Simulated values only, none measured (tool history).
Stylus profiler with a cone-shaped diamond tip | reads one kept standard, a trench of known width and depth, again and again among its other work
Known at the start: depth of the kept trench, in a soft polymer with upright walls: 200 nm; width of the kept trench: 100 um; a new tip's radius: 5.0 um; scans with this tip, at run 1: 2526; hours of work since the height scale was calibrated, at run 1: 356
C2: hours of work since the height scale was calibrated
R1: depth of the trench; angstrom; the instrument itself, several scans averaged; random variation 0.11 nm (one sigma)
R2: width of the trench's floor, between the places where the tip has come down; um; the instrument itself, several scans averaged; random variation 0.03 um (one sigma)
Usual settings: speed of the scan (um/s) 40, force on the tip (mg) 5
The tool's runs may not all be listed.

run 1 hour=0 | speed_of_the_scan_(um/s)=40 force_on_the_tip_(mg)=5 | scans_with_this_tip=2526 C2=356 | R1=2032.3 R2=96.99
run 2 hour=35 | speed_of_the_scan_(um/s)=40 force_on_the_tip_(mg)=5 | scans_with_this_tip=2632 C2=371 | R1=2032.8 R2=97
run 3 hour=79.6 | speed_of_the_scan_(um/s)=40 force_on_the_tip_(mg)=5 | scans_with_this_tip=2768 C2=391 | R1=2032.8 R2=96.92
run 4 hour=145.4 | speed_of_the_scan_(um/s)=40 force_on_the_tip_(mg)=5 | scans_with_this_tip=2969 C2=419 | R1=2030.5 R2=96.96
run 5 hour=182.6 | speed_of_the_scan_(um/s)=14 force_on_the_tip_(mg)=5 | scans_with_this_tip=3083 C2=435 | R1=2033.2 R2=97.08
run 6 hour=219.2 | speed_of_the_scan_(um/s)=40 force_on_the_tip_(mg)=10.12 | scans_with_this_tip=3194 C2=451 | R1=2049 R2=97.02
run 7 hour=257 | speed_of_the_scan_(um/s)=40 force_on_the_tip_(mg)=5 | scans_with_this_tip=3310 C2=467 | R1=2032.4 R2=97.01
run 8 hour=291.8 | speed_of_the_scan_(um/s)=40 force_on_the_tip_(mg)=5 | scans_with_this_tip=3416 C2=482 | R1=2031.3 R2=96.97
run 9 hour=362.2 | speed_of_the_scan_(um/s)=40 force_on_the_tip_(mg)=5 | scans_with_this_tip=3631 C2=512 | R1=2033.6 R2=96.98
run 10 hour=397.7 | speed_of_the_scan_(um/s)=40 force_on_the_tip_(mg)=5 | scans_with_this_tip=3739 C2=528 | R1=2033.1 R2=96.99
run 11 hour=428.5 | speed_of_the_scan_(um/s)=40 force_on_the_tip_(mg)=5 | scans_with_this_tip=3833 C2=541 | R1=2033.8 R2=96.9
run 12 hour=483.5 | speed_of_the_scan_(um/s)=40 force_on_the_tip_(mg)=4.1 | scans_with_this_tip=4001 C2=565 | R1=2030.1 R2=96.94
run 13 hour=513.1 | speed_of_the_scan_(um/s)=40 force_on_the_tip_(mg)=4.1 | scans_with_this_tip=4091 C2=577 | R1=2029.3 R2=96.89
run 14 hour=580.6 | speed_of_the_scan_(um/s)=40 force_on_the_tip_(mg)=4.1 | scans_with_this_tip=4297 C2=606 | R1=2029.6 R2=96.96
run 15 hour=647.6 | speed_of_the_scan_(um/s)=40 force_on_the_tip_(mg)=4.1 | scans_with_this_tip=4502 C2=635 | R1=2031.4 R2=96.9
run 16 hour=690.3 | speed_of_the_scan_(um/s)=40 force_on_the_tip_(mg)=8.98 | scans_with_this_tip=4632 C2=654 | R1=2048.8 R2=96.95
run 17 hour=721.6 | speed_of_the_scan_(um/s)=40 force_on_the_tip_(mg)=8.98 | scans_with_this_tip=4728 C2=667 | R1=2048.7 R2=96.96
run 18 hour=780.5 | speed_of_the_scan_(um/s)=40 force_on_the_tip_(mg)=8.98 | scans_with_this_tip=4907 C2=692 | R1=2047.9 R2=96.9
run 19 hour=834.4 | speed_of_the_scan_(um/s)=21 force_on_the_tip_(mg)=7.31 | scans_with_this_tip=5072 C2=716 | R1=2043.1 R2=97.01
run 20 hour=903.1 | speed_of_the_scan_(um/s)=85 force_on_the_tip_(mg)=3.1 | scans_with_this_tip=5281 C2=745 | R1=2027.4 R2=96.65
run 21 hour=968.3 | speed_of_the_scan_(um/s)=24 force_on_the_tip_(mg)=4.17 | scans_with_this_tip=5480 C2=773 | R1=2033 R2=96.91
-- hour=974.9 height scale calibrated on a step standard
run 22 hour=1030.5 | speed_of_the_scan_(um/s)=132 force_on_the_tip_(mg)=4.94 | scans_with_this_tip=5668 C2=24 | R1=2039.7 R2=96.54
run 23 hour=1068.5 | speed_of_the_scan_(um/s)=11 force_on_the_tip_(mg)=5.98 | scans_with_this_tip=5784 C2=40 | R1=2041.2 R2=96.93
run 24 hour=1100 | speed_of_the_scan_(um/s)=34 force_on_the_tip_(mg)=10.97 | scans_with_this_tip=5880 C2=54 | R1=2057.8 R2=96.87
run 25 hour=1130.8 | speed_of_the_scan_(um/s)=40 force_on_the_tip_(mg)=7.89 | scans_with_this_tip=5975 C2=67 | R1=2050.6 R2=96.93
run 26 hour=1178.1 | speed_of_the_scan_(um/s)=83 force_on_the_tip_(mg)=3.05 | scans_with_this_tip=6119 C2=87 | R1=2031.4 R2=96.61
run 27 hour=1223.5 | speed_of_the_scan_(um/s)=20 force_on_the_tip_(mg)=6.5 | scans_with_this_tip=6257 C2=107 | R1=2046.2 R2=96.91
run 28 hour=1292.5 | speed_of_the_scan_(um/s)=93 force_on_the_tip_(mg)=3.55 | scans_with_this_tip=6468 C2=137 | R1=2034.9 R2=96.57
run 29 hour=1350.8 | speed_of_the_scan_(um/s)=10 force_on_the_tip_(mg)=2.76 | scans_with_this_tip=6646 C2=162 | R1=2030 R2=96.89
-- hour=1371.9 height scale calibrated on a step standard, once more
run 30 hour=1393.3 | speed_of_the_scan_(um/s)=44 force_on_the_tip_(mg)=2.4 | scans_with_this_tip=6774 C2=9 | R1=2017.5 R2=96.75
run 31 hour=1432.2 | speed_of_the_scan_(um/s)=41 force_on_the_tip_(mg)=10.02 | scans_with_this_tip=6893 C2=26 | R1=2045.1 R2=96.88

The same runs without the tool's hidden state, with the same run-to-run variation:
The hidden state here: radius of the tip, um; height scale over the true one, %; drift of the gauge itself on depth_nm, %; drift of the gauge itself on floor_um, %.
run=1 R1=2028.8 R2=97.05
run=2 R1=2029.2 R2=97.08
run=3 R1=2029 R2=97
run=4 R1=2026.5 R2=97.05
run=5 R1=2029 R2=97.17
run=6 R1=2044.6 R2=97.12
run=7 R1=2027.8 R2=97.12
run=8 R1=2026.5 R2=97.07
run=9 R1=2028.6 R2=97.1
run=10 R1=2027.9 R2=97.11
run=11 R1=2028.5 R2=97.03
run=12 R1=2024.6 R2=97.07
run=13 R1=2023.7 R2=97.04
run=14 R1=2023.7 R2=97.11
run=15 R1=2025.1 R2=97.06
run=16 R1=2042.3 R2=97.12
run=17 R1=2042 R2=97.13
run=18 R1=2041 R2=97.08
run=19 R1=2036 R2=97.2
run=20 R1=2020.1 R2=96.85
run=21 R1=2025.4 R2=97.11
run=22 R1=2029.1 R2=96.76
run=23 R1=2030.4 R2=97.15
run=24 R1=2046.8 R2=97.1
run=25 R1=2039.5 R2=97.15
run=26 R1=2020.2 R2=96.84
run=27 R1=2034.7 R2=97.15
run=28 R1=2023.2 R2=96.82
run=29 R1=2018 R2=97.15
run=30 R1=2016.9 R2=97.01
run=31 R1=2044.3 R2=97.15

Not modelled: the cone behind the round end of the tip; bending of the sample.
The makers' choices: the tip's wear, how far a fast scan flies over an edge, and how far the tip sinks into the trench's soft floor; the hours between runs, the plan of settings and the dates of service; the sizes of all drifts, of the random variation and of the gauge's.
